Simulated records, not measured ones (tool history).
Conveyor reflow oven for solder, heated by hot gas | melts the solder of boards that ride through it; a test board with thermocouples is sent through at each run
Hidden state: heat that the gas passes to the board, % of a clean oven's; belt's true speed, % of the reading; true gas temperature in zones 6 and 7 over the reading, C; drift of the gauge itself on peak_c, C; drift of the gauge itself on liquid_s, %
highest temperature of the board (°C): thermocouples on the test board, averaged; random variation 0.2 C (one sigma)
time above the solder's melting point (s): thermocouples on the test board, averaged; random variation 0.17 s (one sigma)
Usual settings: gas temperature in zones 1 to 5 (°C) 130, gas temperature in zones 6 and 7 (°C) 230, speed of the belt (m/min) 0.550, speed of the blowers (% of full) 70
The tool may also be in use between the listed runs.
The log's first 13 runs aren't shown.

run	day	gas temperature in zones 1 to 5 (°C)	gas temperature in zones 6 and 7 (°C)	speed of the belt (m/min)	speed of the blowers (% of full)	hours of work since the flux was cleaned out	hours of work since the belt drive was overhauled	hours of work since the thermocouples were changed	highest temperature of the board (°C)	time above the solder's melting point (s)
14	23.017	130	230	0.550	70	49	389	290	215.7	54.9
15	24.325	130	230	0.550	70	71	412	312	215.9	55.0
16	26.104	145	230	0.550	70	102	442	343	217.5	61.5
17	27.592	145	230	0.550	70	127	468	368	217.4	61.6
18	30.042	130	234	0.550	57	169	510	410	214.6	53.2
19	31.600	122	244	0.549	70	196	536	437	226.6	60.4
20	33.883	126	230	0.550	77	235	575	476	215.6	54.3
21	35.092	135	230	0.648	59	255	596	496	206.7	38.9
22	36.138	135	230	0.648	59	273	614	514	206.8	38.7
23	38.375	120	230	0.526	70	312	652	553	213.8	53.3
24	39.558	120	230	0.507	59	332	673	573	212.1	52.7
25	41.362	120	230	0.507	59	363	703	604	211.7	53.0
26	42.717	130	241	0.515	64	386	727	627	224.1	65.4
27	43.912	143	241	0.520	64	407	747	648	225.8	70.3
28	46.238	126	241	0.520	65	446	787	687	223.5	63.0
29	47.246	142	225	0.520	58	464	804	705	209.4	56.5
# day 48.404: belt drive overhauled, speed set with a stopwatch
# day 48.842: flux residue cleaned out of gas plates and filters
30	48.842	128	229	0.547	88	0	4	725	217.2	56.4

3 ways to go on from here, each from the tool as it stands after run 30. What would each give?
A	49.850	136	229	0.606	60	17	21	743	?	?
B	49.850	119	229	0.553	83	17	21	743	?	?
C	49.850	130	230	0.537	72	17	21	743	?	?

run	highest temperature of the board (°C)	time above the solder's melting point (s)
A	208.3	43.6
B	215.0	51.1
C	214.8	55.9
Without the tool's hidden state the same runs would have given:
run	highest temperature of the board (°C)	time above the solder's melting point (s)
A	211.1	46.1
B	218.0	53.3
C	217.7	58.2
